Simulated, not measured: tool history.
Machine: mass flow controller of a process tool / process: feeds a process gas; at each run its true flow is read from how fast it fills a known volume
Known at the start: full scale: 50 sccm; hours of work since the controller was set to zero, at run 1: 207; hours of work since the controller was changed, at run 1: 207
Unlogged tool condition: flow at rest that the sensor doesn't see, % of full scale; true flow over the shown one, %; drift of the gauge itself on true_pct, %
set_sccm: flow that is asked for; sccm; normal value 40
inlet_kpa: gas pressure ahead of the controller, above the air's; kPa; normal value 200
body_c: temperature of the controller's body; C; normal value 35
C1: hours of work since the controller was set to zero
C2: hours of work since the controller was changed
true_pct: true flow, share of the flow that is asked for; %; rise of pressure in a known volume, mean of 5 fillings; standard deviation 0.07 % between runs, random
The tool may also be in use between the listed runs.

run 1 day=0.000 | set_sccm=40 inlet_kpa=200 body_c=35 | C1=207 C2=207 | true_pct=98.46
run 2 day=3.725 | set_sccm=40 inlet_kpa=200 body_c=35 | C1=241 C2=241 | true_pct=98.52
run 3 day=7.638 | set_sccm=40 inlet_kpa=151 body_c=35 | C1=277 C2=277 | true_pct=98.24
run 4 day=11.042 | set_sccm=40 inlet_kpa=151 body_c=35 | C1=308 C2=308 | true_pct=98.26
run 5 day=13.488 | set_sccm=40 inlet_kpa=200 body_c=22 | C1=331 C2=331 | true_pct=99.74
run 6 day=17.646 | set_sccm=40 inlet_kpa=200 body_c=22 | C1=369 C2=369 | true_pct=99.91
run 7 day=22.062 | set_sccm=40 inlet_kpa=200 body_c=22 | C1=410 C2=410 | true_pct=99.70
run 8 day=24.825 | set_sccm=40 inlet_kpa=168 body_c=22 | C1=435 C2=435 | true_pct=99.61
run 9 day=28.188 | set_sccm=13 inlet_kpa=200 body_c=35 | C1=466 C2=466 | true_pct=97.02
run 10 day=31.833 | set_sccm=13 inlet_kpa=200 body_c=25 | C1=500 C2=500 | true_pct=98.07
run 11 day=34.896 | set_sccm=13 inlet_kpa=200 body_c=25 | C1=528 C2=528 | true_pct=98.06
run 12 day=37.721 | set_sccm=13 inlet_kpa=200 body_c=25 | C1=554 C2=554 | true_pct=98.10
run 13 day=41.496 | set_sccm=13 inlet_kpa=200 body_c=24 | C1=589 C2=589 | true_pct=98.18
run 14 day=46.050 | set_sccm=13 inlet_kpa=200 body_c=24 | C1=630 C2=630 | true_pct=98.10
run 15 day=48.979 | set_sccm=13 inlet_kpa=200 body_c=24 | C1=657 C2=657 | true_pct=98.17
run 16 day=51.804 | set_sccm=13 inlet_kpa=200 body_c=24 | C1=683 C2=683 | true_pct=98.11
run 17 day=55.846 | set_sccm=13 inlet_kpa=200 body_c=24 | C1=721 C2=721 | true_pct=98.08
run 18 day=58.533 | set_sccm=13 inlet_kpa=200 body_c=24 | C1=745 C2=745 | true_pct=98.13
run 19 day=61.138 | set_sccm=13 inlet_kpa=200 body_c=24 | C1=769 C2=769 | true_pct=97.95
run 20 day=63.433 | set_sccm=13 inlet_kpa=200 body_c=24 | C1=790 C2=790 | true_pct=97.86
run 21 day=65.904 | set_sccm=40 inlet_kpa=200 body_c=40 | C1=813 C2=813 | true_pct=97.55
run 22 day=69.062 | set_sccm=40 inlet_kpa=200 body_c=40 | C1=842 C2=842 | true_pct=97.46
run 23 day=72.296 | set_sccm=40 inlet_kpa=200 body_c=28 | C1=872 C2=872 | true_pct=98.95
run 24 day=75.967 | set_sccm=40 inlet_kpa=200 body_c=28 | C1=906 C2=906 | true_pct=98.97
run 25 day=79.858 | set_sccm=40 inlet_kpa=200 body_c=28 | C1=941 C2=941 | true_pct=98.79
run 26 day=81.992 | set_sccm=7 inlet_kpa=148 body_c=35 | C1=961 C2=961 | true_pct=96.51
run 27 day=85.188 | set_sccm=41 inlet_kpa=174 body_c=23 | C1=990 C2=990 | true_pct=99.46
run 28 day=87.500 | set_sccm=41 inlet_kpa=204 body_c=24 | C1=1012 C2=1012 | true_pct=99.43
run 29 day=91.492 | set_sccm=41 inlet_kpa=204 body_c=24 | C1=1048 C2=1048 | true_pct=99.19
run 30 day=95.462 | set_sccm=41 inlet_kpa=204 body_c=24 | C1=1085 C2=1085 | true_pct=99.34
run 31 day=98.879 | set_sccm=31 inlet_kpa=174 body_c=34 | C1=1116 C2=1116 | true_pct=97.57
run 32 day=103.379 | set_sccm=10 inlet_kpa=178 body_c=35 | C1=1158 C2=1158 | true_pct=96.54
run 33 day=105.850 | set_sccm=6 inlet_kpa=178 body_c=35 | C1=1180 C2=1180 | true_pct=96.57
run 34 day=108.867 | set_sccm=24 inlet_kpa=201 body_c=35 | C1=1208 C2=1208 | true_pct=97.12
run 35 day=112.029 | set_sccm=16 inlet_kpa=202 body_c=28 | C1=1237 C2=1237 | true_pct=97.64
run 36 day=115.292 | set_sccm=14 inlet_kpa=202 body_c=22 | C1=1267 C2=1267 | true_pct=98.25
run 37 day=118.054 | set_sccm=5 inlet_kpa=278 body_c=35 | C1=1293 C2=1293 | true_pct=97.17
run 38 day=122.321 | set_sccm=40 inlet_kpa=264 body_c=32 | C1=1332 C2=1332 | true_pct=98.49
run 39 day=126.517 | set_sccm=5 inlet_kpa=232 body_c=23 | C1=1371 C2=1371 | true_pct=98.26
run 40 day=131.038 | set_sccm=7 inlet_kpa=232 body_c=31 | C1=1412 C2=1412 | true_pct=97.27
run 41 day=133.200 | set_sccm=7 inlet_kpa=232 body_c=29 | C1=1432 C2=1432 | true_pct=97.32
run 42 day=136.012 | set_sccm=7 inlet_kpa=232 body_c=29 | C1=1458 C2=1458 | true_pct=97.56
run 43 day=137.946 | set_sccm=7 inlet_kpa=232 body_c=29 | C1=1476 C2=1476 | true_pct=97.41
run 44 day=141.975 | set_sccm=23 inlet_kpa=200 body_c=25 | C1=1513 C2=1513 | true_pct=98.13
run 45 day=144.596 | set_sccm=45 inlet_kpa=185 body_c=20 | C1=1537 C2=1537 | true_pct=99.69
run 46 day=146.571 | set_sccm=40 inlet_kpa=200 body_c=29 | C1=1555 C2=1555 | true_pct=98.46
run 47 day=149.233 | set_sccm=23 inlet_kpa=200 body_c=29 | C1=1579 C2=1579 | true_pct=97.64
run 48 day=151.083 | set_sccm=40 inlet_kpa=280 body_c=22 | C1=1596 C2=1596 | true_pct=99.58

Some steps in true_pct, run to run, broken into two amounts with sign: the step expected even without the hidden condition (settings, incoming material, random variation), and the rest, left for the hidden condition together with whatever gauge scatter is not in both the measured and the hidden-condition-free result:
Run 8 -> 9: set_sccm 40 -> 13, inlet_kpa 168 -> 200, body_c 22 -> 35. true_pct -2.59 %: hidden state +0.11, all else -2.70.
Run 25 -> 26: set_sccm 40 -> 7, inlet_kpa 200 -> 148, body_c 28 -> 35. true_pct -2.28 %: hidden state +0.43, all else -2.71.
Run 26 -> 27: set_sccm 7 -> 41, inlet_kpa 148 -> 174, body_c 35 -> 23. true_pct +2.95 %: hidden state -0.46, all else +3.41.
Run 36 -> 37: set_sccm 14 -> 5, inlet_kpa 202 -> 278, body_c 22 -> 35. true_pct -1.08 %: hidden state +0.62, all else -1.70.
Run 37 -> 38: set_sccm 5 -> 40, inlet_kpa 278 -> 264, body_c 35 -> 32. true_pct +1.32 %: hidden state -0.87, all else +2.19.
Run 38 -> 39: set_sccm 40 -> 5, inlet_kpa 264 -> 232, body_c 32 -> 23. true_pct -0.23 %: hidden state +0.87, all else -1.10.
